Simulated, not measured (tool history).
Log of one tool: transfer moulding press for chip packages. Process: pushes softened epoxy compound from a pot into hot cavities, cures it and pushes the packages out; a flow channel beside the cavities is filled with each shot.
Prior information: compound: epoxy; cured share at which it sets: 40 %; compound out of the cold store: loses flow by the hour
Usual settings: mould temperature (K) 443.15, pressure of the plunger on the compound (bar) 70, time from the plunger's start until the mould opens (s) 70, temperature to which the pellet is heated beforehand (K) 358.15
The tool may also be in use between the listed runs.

run   hour  mould temperature (K)  pressure of the plunger on the compound (bar)  time from the plunger's start until the mould opens (s)  temperature to which the pellet is heated beforehand (K)  incoming compound's hours out of the cold store  length that the compound runs in the flow channel (mm)  greatest force on the pins that push the packages out (N)
  1      0                 443.15                                             70                                                       70                                                    358.15                                             12.2                                                     911                                                        207
       7.6  -- cavities cleaned with cleaning compound and waxed
  2   37.5                 443.15                                             70                                                       58                                                    358.15                                             37.6                                                     831                                                        267
      49.6  -- cavities cleaned with cleaning compound and waxed
  3   59.7                 443.15                                             70                                                       58                                                    358.15                                             35.7                                                     822                                                        267
      92.1  -- cavities cleaned with cleaning compound and waxed
  4   95.2                 443.15                                             70                                                       58                                                    358.15                                             30.3                                                     839                                                        264
     133.8  -- cavities cleaned with cleaning compound and waxed
  5  145.3                 443.15                                             70                                                       58                                                    358.15                                             36.5                                                     831                                                        277
     177.9  -- cavities cleaned with cleaning compound and waxed
  6  186.7                 442.15                                             70                                                       70                                                    358.15                                             28.7                                                     861                                                        216
     221.4  -- cavities cleaned with cleaning compound and waxed
  7  223.3                 442.15                                             70                                                       70                                                    358.15                                             29.4                                                     847                                                        208
     265.5  -- cavities cleaned with cleaning compound and waxed
  8  271.2                 442.15                                             70                                                       70                                                    358.15                                             45.1                                                     811                                                        225
     307.3  -- cavities cleaned with cleaning compound and waxed
  9  322.1                 442.15                                             70                                                       70                                                    358.15                                             29.8                                                     859                                                        224
       351  -- cavities cleaned with cleaning compound and waxed
 10  354.4                 442.15                                             70                                                       70                                                    358.15                                             29.7                                                     860                                                        218
     361.6  -- plunger's sealing rings changed
     396.8  -- cavities cleaned with cleaning compound and waxed
 11  403.8                 443.15                                             70                                                       70                                                    358.15                                             26.5                                                     859                                                        213
     440.8  -- cavities cleaned with cleaning compound and waxed
 12  455.2                 443.15                                             70                                                       70                                                    358.15                                             23.3                                                     866                                                        218
 13  477.2                 443.15                                           56.2                                                       70                                                    358.15                                             18.3                                                     800                                                        215
     482.6  -- cavities cleaned with cleaning compound and waxed
 14  521.9                 443.15                                             70                                                       61                                                    352.15                                              8.7                                                     918                                                        255
     526.1  -- cavities cleaned with cleaning compound and waxed
     568.7  -- cavities cleaned with cleaning compound and waxed
 15    569                 442.15                                             70                                                      109                                                    358.15                                             36.7                                                     840                                                        187
 16  594.5                 442.15                                             70                                                      109                                                    358.15                                             35.2                                                     834                                                        204
     611.8  -- cavities cleaned with cleaning compound and waxed
 17  641.7                 442.15                                             70                                                       59                                                    352.15                                             42.6                                                     824                                                        278
     655.3  -- cavities cleaned with cleaning compound and waxed
 18  678.2                 442.15                                           58.8                                                       92                                                    352.15                                             30.2                                                     769                                                        194
     697.6  -- cavities cleaned with cleaning compound and waxed
 19  709.6                 447.15                                           85.3                                                       54                                                    358.15                                               24                                                     937                                                        250
     741.2  -- cavities cleaned with cleaning compound and waxed
 20  759.6                 448.15                                             70                                                       70                                                    358.15                                             45.6                                                     791                                                        198
     782.9  -- cavities cleaned with cleaning compound and waxed
 21  795.8                 440.15                                           85.9                                                       70                                                    358.15                                             47.5                                                     897                                                        223
     825.8  -- cavities cleaned with cleaning compound and waxed
 22  838.9                 440.15                                           85.9                                                       70                                                    358.15                                               25                                                     985                                                        241

Run 23 has not been measured yet. What should we expect?
     861.4  -- plunger's sealing rings changed
     870.2  -- cavities cleaned with cleaning compound and waxed
 23   871                 440.15                                           85.9                                                       70                                                    358.15                                             40.7                                                       ?                                                          ?

length that the compound runs in the flow channel (mm): 917
greatest force on the pins that push the packages out (N): 241
Minus the tool's unlogged condition, the same run would have read length that the compound runs in the flow channel (mm) 917, greatest force on the pins that push the packages out (N) 241.

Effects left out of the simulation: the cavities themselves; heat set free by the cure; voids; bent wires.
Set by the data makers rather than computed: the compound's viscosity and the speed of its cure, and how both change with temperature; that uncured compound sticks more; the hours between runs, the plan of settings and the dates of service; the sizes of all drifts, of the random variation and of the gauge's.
